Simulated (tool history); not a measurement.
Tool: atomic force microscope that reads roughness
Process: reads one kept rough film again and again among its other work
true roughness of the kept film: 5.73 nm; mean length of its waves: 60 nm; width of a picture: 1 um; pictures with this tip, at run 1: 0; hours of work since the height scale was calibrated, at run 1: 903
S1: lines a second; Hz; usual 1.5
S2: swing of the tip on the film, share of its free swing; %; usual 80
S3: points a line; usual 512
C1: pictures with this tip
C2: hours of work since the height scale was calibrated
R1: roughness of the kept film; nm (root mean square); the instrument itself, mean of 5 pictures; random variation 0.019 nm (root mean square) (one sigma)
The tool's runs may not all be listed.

| run | hour | S1 | S2 | S3 | C1 | C2 | R1 |
|---|---|---|---|---|---|---|---|
| 1 | 0 | 1.5 | 80 | 512 | 0 | 903 | 4.735 |
| 2 | 26.8 | 1.5 | 80 | 512 | 48 | 925 | 4.671 |
| 3 | 44 | 1.5 | 80 | 512 | 79 | 939 | 4.618 |
| 4 | 70.7 | 1.5 | 80 | 512 | 127 | 960 | 4.533 |
| 5 | 96.5 | 1.5 | 80 | 512 | 173 | 981 | 4.492 |
| 6 | 128.3 | 1.5 | 80 | 512 | 229 | 1006 | 4.393 |
| 7 | 158.3 | 1.5 | 80 | 512 | 283 | 1030 | 4.311 |
| 8 | 174.3 | 1.5 | 80 | 512 | 311 | 1043 | 4.309 |
| 9 | 208.6 | 1.5 | 80 | 520 | 373 | 1070 | 4.23 |
|  | 223.9 | new tip fitted |
| 10 | 227.9 | 2.26 | 80 | 419 | 7 | 1085 | 4.35 |
| 11 | 250.7 | 3.55 | 79 | 416 | 48 | 1104 | 3.925 |
| 12 | 278.6 | 1.5 | 84 | 512 | 98 | 1126 | 4.448 |
|  | 281.7 | height scale calibrated on a step standard |
| 13 | 310.2 | 1.38 | 80 | 512 | 152 | 23 | 4.602 |
| 14 | 325.7 | 1.8 | 80 | 512 | 180 | 35 | 4.4 |
| 15 | 361.2 | 1.8 | 80 | 512 | 243 | 64 | 4.284 |
|  | 369.6 | height scale calibrated on a step standard, once more |
| 16 | 387.3 | 1.8 | 80 | 512 | 288 | 14 | 4.114 |
| 17 | 401.9 | 1.81 | 58 | 785 | 314 | 26 | 4.688 |

Forecast each of these 4 alternatives for the next run:
| A | 429.6 | 0.6 | 80 | 346 | 364 | 48 | ? |
| B | 429.6 | 0.53 | 80 | 512 | 364 | 48 | ? |
| C | 429.6 | 1.96 | 58 | 785 | 364 | 48 | ? |
| D | 429.6 | 2.49 | 71 | 482 | 364 | 48 | ? |

| run | R1 |
|---|---|
| A | 4.55 |
| B | 4.585 |
| C | 4.59 |
| D | 4.127 |
Without the tool's hidden state the same runs would have given:
| run | R1 |
|---|---|
| A | 5.124 |
| B | 5.162 |
| C | 5.168 |
| D | 4.646 |
